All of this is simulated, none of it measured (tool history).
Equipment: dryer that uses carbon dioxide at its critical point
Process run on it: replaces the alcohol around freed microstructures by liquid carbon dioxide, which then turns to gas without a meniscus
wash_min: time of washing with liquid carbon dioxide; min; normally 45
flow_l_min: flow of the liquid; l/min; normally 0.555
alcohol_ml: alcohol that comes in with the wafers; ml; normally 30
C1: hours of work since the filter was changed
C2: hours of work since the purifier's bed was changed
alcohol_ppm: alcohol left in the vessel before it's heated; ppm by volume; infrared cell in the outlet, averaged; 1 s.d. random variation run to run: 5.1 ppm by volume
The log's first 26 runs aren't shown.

run 27 hour=171.8 | wash_min=49 flow_l_min=0.344 alcohol_ml=56 | C1=411 C2=253 | alcohol_ppm=643
run 28 hour=177.6 | wash_min=49 flow_l_min=0.346 alcohol_ml=84 | C1=415 C2=257 | alcohol_ppm=931
run 29 hour=186.0 | wash_min=47 flow_l_min=0.595 alcohol_ml=45 | C1=421 C2=263 | alcohol_ppm=91
run 30 hour=192.0 | wash_min=45 flow_l_min=0.524 alcohol_ml=52 | C1=425 C2=267 | alcohol_ppm=219
run 31 hour=197.6 | wash_min=45 flow_l_min=0.524 alcohol_ml=52 | C1=429 C2=271 | alcohol_ppm=215
run 32 hour=207.3 | wash_min=45 flow_l_min=0.524 alcohol_ml=52 | C1=436 C2=278 | alcohol_ppm=214
run 33 hour=215.9 | wash_min=46 flow_l_min=0.471 alcohol_ml=117 | C1=443 C2=285 | alcohol_ppm=613
run 34 hour=220.8 | wash_min=46 flow_l_min=0.471 alcohol_ml=117 | C1=446 C2=288 | alcohol_ppm=620
run 35 hour=229.5 | wash_min=45 flow_l_min=0.560 alcohol_ml=30 | C1=453 C2=295 | alcohol_ppm=111
run 36 hour=238.1 | wash_min=45 flow_l_min=0.522 alcohol_ml=30 | C1=459 C2=301 | alcohol_ppm=145
run 37 hour=245.5 | wash_min=54 flow_l_min=0.568 alcohol_ml=30 | C1=464 C2=306 | alcohol_ppm=72
run 38 hour=250.5 | wash_min=67 flow_l_min=0.808 alcohol_ml=30 | C1=468 C2=310 | alcohol_ppm=35
run 39 hour=257.0 | wash_min=48 flow_l_min=0.853 alcohol_ml=53 | C1=473 C2=315 | alcohol_ppm=50
run 40 hour=264.9 | wash_min=36 flow_l_min=0.555 alcohol_ml=57 | C1=478 C2=320 | alcohol_ppm=448
run 41 hour=271.1 | wash_min=52 flow_l_min=0.905 alcohol_ml=23 | C1=483 C2=325 | alcohol_ppm=36
run 42 hour=275.5 | wash_min=52 flow_l_min=0.905 alcohol_ml=23 | C1=486 C2=328 | alcohol_ppm=39
run 43 hour=282.7 | wash_min=52 flow_l_min=0.905 alcohol_ml=23 | C1=491 C2=333 | alcohol_ppm=41
run 44 hour=290.0 | wash_min=52 flow_l_min=0.905 alcohol_ml=23 | C1=497 C2=339 | alcohol_ppm=46

What if the next run were any one of these 4? Each begins from the tool's condition after run 44:
run A hour=300.2 | wash_min=36 flow_l_min=0.905 alcohol_ml=40 | C1=504 C2=346 | alcohol_ppm=?
run B hour=300.2 | wash_min=41 flow_l_min=0.555 alcohol_ml=26 | C1=504 C2=346 | alcohol_ppm=?
run C hour=300.2 | wash_min=47 flow_l_min=0.944 alcohol_ml=42 | C1=504 C2=346 | alcohol_ppm=?
run D hour=300.2 | wash_min=33 flow_l_min=0.504 alcohol_ml=57 | C1=504 C2=346 | alcohol_ppm=?

run=A alcohol_ppm=75
run=B alcohol_ppm=158
run=C alcohol_ppm=44
run=D alcohol_ppm=785
Had the tool no hidden state, the same runs would have come out as:
run=A alcohol_ppm=19
run=B alcohol_ppm=70
run=C alcohol_ppm=7
run=D alcohol_ppm=466
